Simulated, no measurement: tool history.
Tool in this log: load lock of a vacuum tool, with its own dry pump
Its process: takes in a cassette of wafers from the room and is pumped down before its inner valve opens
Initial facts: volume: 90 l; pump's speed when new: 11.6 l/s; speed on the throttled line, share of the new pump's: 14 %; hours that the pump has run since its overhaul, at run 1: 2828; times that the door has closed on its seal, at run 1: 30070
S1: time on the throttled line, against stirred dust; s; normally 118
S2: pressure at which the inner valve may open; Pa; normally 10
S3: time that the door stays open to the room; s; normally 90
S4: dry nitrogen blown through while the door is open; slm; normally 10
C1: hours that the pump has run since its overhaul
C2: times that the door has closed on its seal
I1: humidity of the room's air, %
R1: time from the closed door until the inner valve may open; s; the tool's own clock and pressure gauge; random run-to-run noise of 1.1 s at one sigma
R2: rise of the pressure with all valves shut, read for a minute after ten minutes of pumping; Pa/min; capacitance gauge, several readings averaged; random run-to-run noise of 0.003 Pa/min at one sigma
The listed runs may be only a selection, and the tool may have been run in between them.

| run | hour | S1 | S2 | S3 | S4 | C1 | C2 | I1 | R1 | R2 |
|---|---|---|---|---|---|---|---|---|---|---|
| 1 | 0.0 | 118 | 10 | 90 | 10 | 2828 | 30070 | 44.9 | 179.4 | 0.243 |
| 2 | 220.5 | 79 | 10 | 90 | 10 | 3049 | 30651 | 43.3 | 147.2 | 0.252 |
|  | 381.1 | door's seal changed, seat wiped |
| 3 | 560.0 | 79 | 10 | 90 | 10 | 3387 | 471 | 44.8 | 148.5 | 0.030 |
| 4 | 859.0 | 118 | 10 | 90 | 10 | 3686 | 1259 | 44.0 | 179.1 | 0.030 |
| 5 | 1079.7 | 104 | 10 | 90 | 10 | 3907 | 1842 | 48.5 | 169.9 | 0.037 |
| 6 | 1378.4 | 118 | 10 | 90 | 10 | 4205 | 2629 | 45.8 | 182.5 | 0.043 |
| 7 | 1524.9 | 118 | 10 | 90 | 10 | 4352 | 3015 | 48.8 | 181.8 | 0.035 |
| 8 | 1745.3 | 118 | 10 | 90 | 10 | 4572 | 3597 | 48.6 | 181.6 | 0.039 |
| 9 | 1952.9 | 118 | 10 | 90 | 10 | 4780 | 4144 | 48.3 | 183.4 | 0.043 |
| 10 | 2310.4 | 118 | 10 | 90 | 10 | 5137 | 5086 | 43.1 | 183.2 | 0.044 |
| 11 | 2651.2 | 118 | 18 | 90 | 5 | 5478 | 5985 | 43.3 | 177.4 | 0.056 |
| 12 | 2924.7 | 196 | 10 | 90 | 8 | 5752 | 6706 | 44.6 | 251.2 | 0.055 |
| 13 | 3115.2 | 125 | 10 | 90 | 8 | 5942 | 7209 | 42.8 | 188.8 | 0.057 |
| 14 | 3378.8 | 125 | 10 | 90 | 8 | 6206 | 7904 | 44.2 | 189.8 | 0.059 |
| 15 | 3672.6 | 125 | 10 | 90 | 8 | 6500 | 8678 | 47.2 | 189.3 | 0.064 |
| 16 | 4011.9 | 179 | 19 | 52 | 38 | 6839 | 9573 | 42.6 | 231.2 | 0.045 |
| 17 | 4182.6 | 179 | 20 | 52 | 23 | 7010 | 10023 | 45.3 | 229.8 | 0.050 |
| 18 | 4355.6 | 222 | 10 | 127 | 9 | 7183 | 10479 | 44.0 | 272.8 | 0.074 |
| 19 | 4522.8 | 90 | 9 | 90 | 10 | 7350 | 10920 | 46.0 | 165.1 | 0.068 |
| 20 | 4827.2 | 118 | 8 | 37 | 18 | 7654 | 11723 | 42.2 | 190.3 | 0.062 |

Alternative continuations, all from the tool just after run 20; predict every row:
| A | 5057.7 | 118 | 8 | 148 | 18 | 7885 | 12330 | 48.3 | ? | ? |
| B | 5057.7 | 204 | 10 | 90 | 10 | 7885 | 12330 | 44.4 | ? | ? |
| C | 5057.7 | 140 | 12 | 37 | 18 | 7885 | 12330 | 43.1 | ? | ? |

| run | R1 | R2 |
|---|---|---|
| A | 192.0 | 0.077 |
| B | 260.8 | 0.079 |
| C | 203.7 | 0.062 |
Without the tool's unlogged condition, the same runs would have read:
| run | R1 | R2 |
|---|---|---|
| A | 176.7 | 0.029 |
| B | 249.3 | 0.031 |
| C | 190.3 | 0.014 |

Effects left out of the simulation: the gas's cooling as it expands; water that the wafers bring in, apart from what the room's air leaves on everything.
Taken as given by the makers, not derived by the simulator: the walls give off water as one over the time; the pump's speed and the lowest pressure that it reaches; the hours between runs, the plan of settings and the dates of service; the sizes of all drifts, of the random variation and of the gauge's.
